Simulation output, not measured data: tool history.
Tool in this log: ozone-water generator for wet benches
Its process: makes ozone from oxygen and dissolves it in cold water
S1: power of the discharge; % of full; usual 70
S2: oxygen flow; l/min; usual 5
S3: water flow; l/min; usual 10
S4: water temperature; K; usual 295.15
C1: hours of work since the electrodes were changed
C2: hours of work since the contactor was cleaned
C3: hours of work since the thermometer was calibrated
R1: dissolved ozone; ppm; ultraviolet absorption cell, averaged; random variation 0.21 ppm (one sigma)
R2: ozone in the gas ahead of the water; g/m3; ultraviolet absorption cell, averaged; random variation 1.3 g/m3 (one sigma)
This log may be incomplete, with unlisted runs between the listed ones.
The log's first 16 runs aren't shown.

| run | hour | S1 | S2 | S3 | S4 | C1 | C2 | C3 | R1 | R2 |
|---|---|---|---|---|---|---|---|---|---|---|
| 17 | 2155.3 | 92 | 6.8 | 10 | 295.15 | 5343 | 2018 | 1383 | 30.5 | 243.4 |
| 18 | 2321.2 | 94 | 5 | 10 | 293.15 | 5501 | 2177 | 1542 | 33.1 | 279 |
| 19 | 2404.1 | 94 | 5 | 10 | 291.15 | 5580 | 2256 | 1621 | 34 | 276.6 |
|  | 2434.6 | contactor cleaned |
| 20 | 2555 | 71 | 4.62 | 7 | 295.15 | 5720 | 115 | 1761 | 33.5 | 228.6 |
| 21 | 2737.8 | 47 | 5 | 10 | 295.15 | 5895 | 289 | 1935 | 18.9 | 160.3 |
|  | 2773.4 | electrodes of the discharge changed |
| 22 | 2859.5 | 47 | 5 | 10 | 293.15 | 82 | 400 | 2046 | 21.4 | 173 |
| 23 | 3042.8 | 47 | 5 | 10 | 293.15 | 257 | 575 | 2221 | 21.2 | 174.1 |
| 24 | 3140.5 | 47 | 5 | 10 | 293.15 | 350 | 668 | 2314 | 21.4 | 171.3 |
| 25 | 3323.8 | 72 | 5 | 10 | 288.15 | 525 | 843 | 2489 | 34.4 | 250.4 |
| 26 | 3468.8 | 53 | 5 | 10 | 288.15 | 664 | 981 | 2627 | 25.8 | 189.3 |
| 27 | 3571.4 | 53 | 5 | 10 | 288.15 | 762 | 1079 | 2725 | 25.5 | 189.4 |
| 28 | 3694.3 | 47 | 7.53 | 10 | 295.15 | 879 | 1197 | 2843 | 19.1 | 143 |
| 29 | 3789.8 | 49 | 3.63 | 10 | 295.15 | 970 | 1288 | 2934 | 20.8 | 201.8 |
| 30 | 3976.1 | 49 | 3.63 | 10 | 295.15 | 1148 | 1465 | 3111 | 20.7 | 202.2 |
| 31 | 4103.5 | 70 | 5.31 | 10 | 295.15 | 1269 | 1587 | 3233 | 27.6 | 236.2 |
| 32 | 4220.3 | 55 | 6.32 | 11 | 294.15 | 1381 | 1699 | 3345 | 21 | 174.8 |

Here are 5 independent what-if runs from the current tool condition. What would each one return?
| A | 4372 | 70 | 4.47 | 10 | 295.15 | 1526 | 1843 | 3489 | ? | ? |
| B | 4372 | 46 | 2.63 | 10 | 296.15 | 1526 | 1843 | 3489 | ? | ? |
| C | 4372 | 70 | 6.85 | 8 | 302.15 | 1526 | 1843 | 3489 | ? | ? |
| D | 4372 | 100 | 5 | 8 | 295.15 | 1526 | 1843 | 3489 | ? | ? |
| E | 4372 | 55 | 2.62 | 10 | 294.15 | 1526 | 1843 | 3489 | ? | ? |

| run | R1 | R2 |
|---|---|---|
| A | 27.9 | 251.2 |
| B | 18.8 | 219.2 |
| C | 25.4 | 208.2 |
| D | 43.1 | 325.6 |
| E | 22.6 | 256.2 |
Stripped of hidden state, with their random variation kept, the same runs would have yielded:
| run | R1 | R2 |
|---|---|---|
| A | 30.6 | 261.6 |
| B | 20.3 | 224.8 |
| C | 27.8 | 216.9 |
| D | 47.8 | 343.5 |
| E | 24.5 | 264.5 |
